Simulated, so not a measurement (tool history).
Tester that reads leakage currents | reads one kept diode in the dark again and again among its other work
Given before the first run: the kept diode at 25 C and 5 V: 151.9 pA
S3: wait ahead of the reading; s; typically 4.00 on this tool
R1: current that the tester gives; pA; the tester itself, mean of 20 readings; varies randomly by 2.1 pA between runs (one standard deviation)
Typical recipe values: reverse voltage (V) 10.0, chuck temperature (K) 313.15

Run 1, day 0.000: usual settings. Result: R1 709.44 pA.
Run 2, day 5.596: usual settings. Result: R1 706.48 pA.
Run 3, day 12.154: usual settings. Result: R1 704.62 pA.
Run 4, day 17.254: usual settings. Result: R1 700.31 pA.
Run 5, day 25.312: usual settings. Result: R1 698.71 pA.
Run 6, day 35.383: usual settings. Result: R1 697.17 pA.
Run 7, day 43.017: usual settings but reverse voltage (V) 14.9. Result: R1 846.94 pA.
Run 8, day 51.538: usual settings. Result: R1 692.19 pA.
At day 56.667: chuck's temperature calibrated.
Run 9, day 58.412: usual settings. Result: R1 722.77 pA.
Run 10, day 64.817: usual settings but S3 2.78 s. Result: R1 724.12 pA.
Run 11, day 74.388: usual settings but S3 2.78 s. Result: R1 723.72 pA.
Run 12, day 79.908: usual settings but S3 2.78 s. Result: R1 721.91 pA.
Run 13, day 86.138: usual settings. Result: R1 721.90 pA.
Run 14, day 95.404: usual settings. Result: R1 716.43 pA.
Run 15, day 102.012: usual settings but chuck temperature (K) 315.15. Result: R1 822.42 pA.
At day 105.375: tester calibrated.
Run 16, day 112.446: usual settings. Result: R1 693.98 pA.
Run 17, day 117.638: usual settings. Result: R1 690.36 pA.
Run 18, day 123.646: usual settings but chuck temperature (K) 310.15. Result: R1 549.38 pA.
At day 126.142: chuck's temperature calibrated.
Run 19, day 133.567: usual settings but reverse voltage (V) 11.7, chuck temperature (K) 312.15. Result: R1 721.31 pA.
Run 20, day 144.100: usual settings but reverse voltage (V) 2.8, chuck temperature (K) 325.15, S3 0.80 s. Result: R1 886.88 pA.
Run 21, day 150.825: usual settings but reverse voltage (V) 2.8, chuck temperature (K) 325.15, S3 0.80 s. Result: R1 884.89 pA.
Run 22, day 155.767: usual settings but chuck temperature (K) 308.15, S3 2.67 s. Result: R1 485.67 pA.
Run 23, day 161.025: usual settings but S3 6.30 s. Result: R1 711.98 pA.
At day 167.617: probe card cleaned and baked.
Run 24, day 171.275: usual settings but reverse voltage (V) 1.3, chuck temperature (K) 294.15, S3 6.30 s. Result: R1 53.59 pA.
Run 25, day 181.833: usual settings but reverse voltage (V) 1.3, chuck temperature (K) 294.15, S3 6.30 s. Result: R1 53.46 pA.
Run 26, day 187.250: usual settings but reverse voltage (V) 4.7, chuck temperature (K) 296.15, S3 6.30 s. Result: R1 121.21 pA.
Run 27, day 194.979: usual settings but reverse voltage (V) 4.7, chuck temperature (K) 330.15, S3 0.33 s. Result: R1 1595.81 pA.
At day 195.517: chuck's temperature calibrated.
Run 28, day 199.717: usual settings but reverse voltage (V) 4.7, chuck temperature (K) 297.15, S3 4.23 s. Result: R1 139.54 pA.
Run 29, day 208.383: usual settings but reverse voltage (V) 1.6, chuck temperature (K) 296.15, S3 0.69 s. Result: R1 74.07 pA.
Run 30, day 213.642: usual settings but reverse voltage (V) 1.3, chuck temperature (K) 301.15, S3 0.54 s. Result: R1 99.92 pA.
Run 31, day 218.554: usual settings but reverse voltage (V) 1.3, chuck temperature (K) 301.15, S3 0.54 s. Result: R1 99.39 pA.
Run 32, day 223.183: usual settings but reverse voltage (V) 1.3, chuck temperature (K) 301.15, S3 0.54 s. Result: R1 100.22 pA.
Run 33, day 229.608: usual settings but reverse voltage (V) 1.3, chuck temperature (K) 298.15, S3 0.79 s. Result: R1 77.25 pA.
Run 34, day 237.600: usual settings but reverse voltage (V) 3.2, chuck temperature (K) 314.15, S3 0.79 s. Result: R1 429.09 pA.
Run 35, day 243.067: usual settings but reverse voltage (V) 3.2, chuck temperature (K) 326.15, S3 0.79 s. Result: R1 1008.77 pA.
Run 36, day 251.879: usual settings but reverse voltage (V) 3.2, chuck temperature (K) 326.15, S3 0.79 s. Result: R1 1008.11 pA.

What if the next run were any one of these 5? Each begins from the tool's condition after run 36:
Run A, day 257.092: usual settings but reverse voltage (V) 16.5, chuck temperature (K) 316.15, S3 0.98 s. Result: R1 ?.
Run B, day 257.092: usual settings but reverse voltage (V) 1.5, chuck temperature (K) 315.15. Result: R1 ?.
Run C, day 257.092: usual settings but chuck temperature (K) 317.15. Result: R1 ?.
Run D, day 257.092: usual settings but chuck temperature (K) 323.15, S3 6.51 s. Result: R1 ?.
Run E, day 257.092: usual settings but reverse voltage (V) 19.1, chuck temperature (K) 299.15, S3 0.79 s. Result: R1 ?.

run       R1
  A  1133.30
  B   311.64
  C   948.03
  D  1449.67
  E   336.11
The same runs, with their run-to-run variation unchanged, on a tool lacking any hidden condition would have given:
run       R1
  A  1145.51
  B   316.16
  C   959.45
  D  1466.98
  E   336.03

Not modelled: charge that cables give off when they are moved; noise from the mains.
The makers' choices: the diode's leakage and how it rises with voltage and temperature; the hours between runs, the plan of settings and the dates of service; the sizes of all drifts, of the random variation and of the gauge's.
